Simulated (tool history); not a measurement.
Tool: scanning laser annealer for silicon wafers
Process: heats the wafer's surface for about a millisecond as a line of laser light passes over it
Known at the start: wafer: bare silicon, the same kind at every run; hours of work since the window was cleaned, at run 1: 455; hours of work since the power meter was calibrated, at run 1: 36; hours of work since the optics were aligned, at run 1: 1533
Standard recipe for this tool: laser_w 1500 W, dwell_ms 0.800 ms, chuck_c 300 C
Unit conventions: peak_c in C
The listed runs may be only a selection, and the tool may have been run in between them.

run	hour	laser_w	dwell_ms	chuck_c	hours of work since the window was cleaned	hours of work since the power meter was calibrated	hours of work since the optics were aligned	peak_c
1	0.0	1500	0.800	300	455	36	1533	1057
# hour 3.8: window over the wafer cleaned
2	6.7	1500	0.800	300	2	39	1536	1060
3	14.3	1500	0.594	300	6	43	1540	940
4	20.0	1500	0.594	300	10	47	1544	942
5	27.4	1500	0.594	300	14	51	1548	940
6	36.6	1500	0.800	300	19	57	1554	1061
7	45.4	1500	0.800	300	25	62	1559	1058
8	53.1	1500	0.800	300	29	66	1564	1062
9	63.3	1500	0.800	300	35	72	1570	1065
10	69.2	1500	0.800	300	39	76	1573	1059
11	74.4	1500	0.800	300	42	79	1576	1061
12	84.1	1500	0.800	300	48	85	1582	1059
13	91.4	1500	0.800	326	52	89	1586	1086
14	102.0	1500	0.800	333	58	95	1593	1096
15	110.5	1518	0.800	300	63	100	1598	1076
16	117.7	1518	0.800	300	68	105	1602	1071
17	128.3	1518	0.800	300	74	111	1608	1072
18	133.5	1518	0.800	300	77	114	1611	1074
19	138.5	1500	0.576	300	80	117	1614	930
20	147.6	1500	0.576	300	85	122	1620	928
21	153.5	1500	0.671	300	89	126	1623	986
22	160.7	1500	0.671	300	93	130	1627	985
23	167.3	1382	0.952	326	97	134	1631	1083
24	176.7	1500	0.701	337	103	140	1637	1042
25	186.5	1500	0.701	337	108	145	1643	1044
26	197.7	1500	0.701	337	115	152	1649	1042
27	206.8	1500	0.701	313	120	157	1655	1020
28	212.5	1439	0.800	311	124	161	1658	1030
29	217.3	1333	0.600	319	127	164	1661	868
30	222.2	1333	0.600	319	130	167	1664	871
31	229.0	1333	0.600	319	134	171	1668	868
32	234.9	1333	0.600	319	137	174	1671	866
33	244.8	1562	0.776	297	143	180	1677	1086
34	252.2	1562	0.776	297	147	184	1682	1086
35	260.8	1462	0.800	283	153	190	1687	1019
36	270.7	1462	0.800	283	158	195	1693	1018
37	276.7	1396	0.800	286	162	199	1696	978

Difference, measured minus no-hidden-state, one row per run. Run-to-run variation is common to both terms; the gauge's own scatter need not be:
Hidden state at play: light that passes the window, % of a clean one's; laser's true power over the reading, %; width of the line over the set one, %; drift of the gauge itself on peak_c, C.
run	peak_c
1	-3
2	-1
3	-1
4	-1
5	+0
6	-1
7	-1
8	-1
9	-1
10	-1
11	-1
12	-1
13	-1
14	-1
15	-1
16	-1
17	-1
18	-1
19	-1
20	-1
21	-1
22	-1
23	-2
24	-2
25	-1
26	-1
27	-1
28	-2
29	-1
30	-1
31	-1
32	-1
33	-2
34	-1
35	-2
36	-1
37	-2

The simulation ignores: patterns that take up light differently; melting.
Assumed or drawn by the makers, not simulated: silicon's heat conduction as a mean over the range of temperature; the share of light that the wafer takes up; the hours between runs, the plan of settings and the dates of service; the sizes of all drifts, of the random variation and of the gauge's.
